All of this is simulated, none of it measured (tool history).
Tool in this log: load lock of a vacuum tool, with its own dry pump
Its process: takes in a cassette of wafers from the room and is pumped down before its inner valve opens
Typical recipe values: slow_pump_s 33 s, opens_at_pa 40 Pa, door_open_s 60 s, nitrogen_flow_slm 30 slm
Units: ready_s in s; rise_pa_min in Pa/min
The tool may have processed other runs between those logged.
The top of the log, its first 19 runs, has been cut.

run,hour,slow_pump_s,opens_at_pa,door_open_s,nitrogen_flow_slm,hours that the pump has run since its overhaul,times that the door has closed on its seal,"incoming humidity of the room's air, %",ready_s,rise_pa_min
20,2686.7,39,40,81,30,6793,20557,42.7,46.2,0.164
21,2820.9,25,40,207,30,6927,20815,45.5,33.9,0.177
22,2942.6,65,41,167,33,7049,21048,46.2,69.5,0.181
23,3140.7,37,40,60,6,7247,21428,43.7,44.9,0.197
24,3336.5,32,50,53,5,7443,21803,44.0,39.9,0.188
25,3523.3,32,50,53,5,7629,22161,42.7,40.1,0.199
26,3669.9,32,50,53,5,7776,22442,42.7,40.1,0.206
27,3764.1,32,50,76,35,7870,22623,43.7,40.1,0.176
28,3978.0,19,33,30,30,8084,23033,41.9,29.3,0.174
29,4076.2,19,33,30,30,8182,23221,45.0,29.0,0.177
30,4272.1,19,33,30,30,8378,23596,44.2,29.1,0.183
31,4365.7,39,37,60,30,8472,23776,46.5,46.7,0.187
32,4555.1,21,61,46,7,8661,24139,43.8,29.9,0.207
33,4761.0,40,50,202,8,8867,24533,43.0,47.4,0.246
34,4865.6,33,57,61,10,8972,24734,43.7,41.4,0.215
35,4966.4,36,28,56,12,9073,24927,45.2,44.7,0.218
36,5087.7,36,28,56,12,9194,25160,45.4,44.5,0.223
37,5260.6,33,40,60,26,9367,25491,47.7,41.5,0.213

Alternative continuations, all from the tool just after run 37; predict every row:
A,5395.3,33,40,164,27,9501,25749,44.5,?,?
B,5395.3,33,66,43,26,9501,25749,44.5,?,?
C,5395.3,22,40,60,26,9501,25749,44.1,?,?

run,ready_s,rise_pa_min
A,41.7,0.220
B,40.7,0.208
C,32.0,0.205
Without the tool's hidden state the same runs would have given:
run,ready_s,rise_pa_min
A,40.1,0.061
B,39.3,0.046
C,30.1,0.045

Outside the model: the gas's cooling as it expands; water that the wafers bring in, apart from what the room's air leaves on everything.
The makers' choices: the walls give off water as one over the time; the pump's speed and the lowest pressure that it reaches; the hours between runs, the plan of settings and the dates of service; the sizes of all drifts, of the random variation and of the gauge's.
